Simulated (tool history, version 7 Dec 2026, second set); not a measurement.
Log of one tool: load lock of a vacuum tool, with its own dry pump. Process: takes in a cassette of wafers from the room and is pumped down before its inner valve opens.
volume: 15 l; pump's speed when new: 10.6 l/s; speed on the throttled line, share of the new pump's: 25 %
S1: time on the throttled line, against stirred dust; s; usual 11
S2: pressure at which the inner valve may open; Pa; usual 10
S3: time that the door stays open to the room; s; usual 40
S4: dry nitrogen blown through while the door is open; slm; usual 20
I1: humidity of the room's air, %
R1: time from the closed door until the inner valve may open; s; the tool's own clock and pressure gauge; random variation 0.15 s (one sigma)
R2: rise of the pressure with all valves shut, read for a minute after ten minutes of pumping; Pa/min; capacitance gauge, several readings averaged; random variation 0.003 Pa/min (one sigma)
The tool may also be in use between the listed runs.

Run 1, hour 0: usual settings; I1 44.4. Result: R1 21.7 s, R2 0.099 Pa/min.
Run 2, hour 78.1: usual settings; I1 43. Result: R1 21.5 s, R2 0.096 Pa/min.
Run 3, hour 164.6: usual settings; I1 43.4. Result: R1 21.6 s, R2 0.094 Pa/min.
Run 4, hour 331.1: usual settings; I1 44.8. Result: R1 21.6 s, R2 0.115 Pa/min.
Run 5, hour 505.1: usual settings but S3 63 s; I1 46.1. Result: R1 21.4 s, R2 0.131 Pa/min.
Run 6, hour 614: usual settings but S3 63 s; I1 45.9. Result: R1 21.8 s, R2 0.139 Pa/min.
Run 7, hour 743.6: usual settings but S3 63 s; I1 45.1. Result: R1 21.6 s, R2 0.142 Pa/min.
Run 8, hour 830.7: usual settings but S3 63 s; I1 44.4. Result: R1 21.7 s, R2 0.147 Pa/min.
Run 9, hour 912.7: usual settings but S3 63 s; I1 44.4. Result: R1 21.8 s, R2 0.155 Pa/min.
Run 10, hour 1072.2: usual settings but S3 63 s; I1 46.4. Result: R1 21.5 s, R2 0.163 Pa/min.
Run 11, hour 1152.6: usual settings; I1 47.8. Result: R1 21.4 s, R2 0.178 Pa/min.
Run 12, hour 1245.1: usual settings; I1 47. Result: R1 21.6 s, R2 0.174 Pa/min.
Run 13, hour 1345.9: usual settings; I1 43.9. Result: R1 21.6 s, R2 0.182 Pa/min.
Run 14, hour 1436.4: usual settings; I1 43.8. Result: R1 21.7 s, R2 0.187 Pa/min.
Run 15, hour 1583.5: usual settings; I1 43.1. Result: R1 21.7 s, R2 0.197 Pa/min.
Run 16, hour 1679.9: usual settings; I1 43.4. Result: R1 21.7 s, R2 0.2 Pa/min.
Run 17, hour 1768.1: usual settings; I1 43.9. Result: R1 21.8 s, R2 0.207 Pa/min.
Run 18, hour 1948.8: usual settings but S4 36 slm; I1 43.3. Result: R1 21.6 s, R2 0.207 Pa/min.
Run 19, hour 2088.7: usual settings but S4 14 slm; I1 43.6. Result: R1 21.7 s, R2 0.239 Pa/min.
Run 20, hour 2237.2: usual settings but S1 15 s, S2 14 Pa, S3 39 s; I1 48.1. Result: R1 24.2 s, R2 0.244 Pa/min.
Run 21, hour 2399.2: usual settings but S1 15 s, S2 13 Pa, S3 167 s, S4 12 slm; I1 45. Result: R1 24.6 s, R2 0.293 Pa/min.
Run 22, hour 2535.9: usual settings but S1 15 s, S2 13 Pa, S3 167 s, S4 12 slm; I1 42.7. Result: R1 24.3 s, R2 0.303 Pa/min.
Run 23, hour 2684.6: usual settings but S1 15 s, S2 13 Pa, S3 167 s, S4 12 slm; I1 45.3. Result: R1 24.2 s, R2 0.318 Pa/min.
Run 24, hour 2776.7: usual settings but S3 98 s, S4 31 slm; I1 46.5. Result: R1 21.4 s, R2 0.296 Pa/min.
Run 25, hour 2929.5: usual settings but S3 98 s, S4 31 slm; I1 42.7. Result: R1 21.9 s, R2 0.304 Pa/min.
Run 26, hour 3054: usual settings but S3 98 s, S4 31 slm; I1 42.2. Result: R1 21.8 s, R2 0.315 Pa/min.
Run 27, hour 3163: usual settings but S3 98 s, S4 31 slm; I1 46.7. Result: R1 21.6 s, R2 0.322 Pa/min.
Run 28, hour 3242.6: usual settings but S3 98 s, S4 31 slm; I1 44.5. Result: R1 21.8 s, R2 0.343 Pa/min.
Run 29, hour 3432: usual settings but S2 18 Pa, S4 13 slm; I1 46.8. Result: R1 20.9 s, R2 0.357 Pa/min.
Run 30, hour 3594.2: usual settings but S2 18 Pa, S4 13 slm; I1 43.5. Result: R1 21 s, R2 0.373 Pa/min.
Run 31, hour 3722.6: usual settings but S1 14 s, S2 17 Pa, S3 135 s, S4 8 slm; I1 45.9. Result: R1 23.1 s, R2 0.427 Pa/min.
Run 32, hour 3879.8: usual settings but S1 8 s, S2 17 Pa, S3 163 s, S4 7 slm; I1 42.1. Result: R1 18.8 s, R2 0.448 Pa/min.
Run 33, hour 4015.2: usual settings but S1 8 s, S2 17 Pa, S3 163 s, S4 7 slm; I1 43.3. Result: R1 19 s, R2 0.461 Pa/min.

Hidden state or all else? Some run-to-run changes of R1, split into what the settings, what came in and random variation would give without the hidden state, and what is left for the hidden state (with any gauge scatter that isn't in both results):
The hidden state here: pump's speed, % of a new pump's; leak at the door's seal, Pa l/s; drift of the gauge itself on ready_s, %; drift of the gauge itself on rise_pa_min, %.
Run 1 -> 2: no setting changed, nothing entered. R1 -0.2 s: hidden state +0.1, all else -0.3.
Run 2 -> 3: no setting changed, nothing entered. R1 +0.1 s: hidden state -0.1, all else +0.2.
Run 3 -> 4: no setting changed, nothing entered. R1 +0 s: hidden state +0.1, all else -0.1.
Run 19 -> 20: S1 11 -> 15, S2 10 -> 14, S3 40 -> 39, S4 14 -> 20. R1 +2.5 s: hidden state -0.1, all else +2.6.
Run 23 -> 24: S1 15 -> 11, S2 13 -> 10, S3 167 -> 98, S4 12 -> 31. R1 -2.8 s: hidden state +0, all else -2.8.
Run 31 -> 32: S1 14 -> 8, S3 135 -> 163, S4 8 -> 7. R1 -4.3 s: hidden state +0.1, all else -4.4.
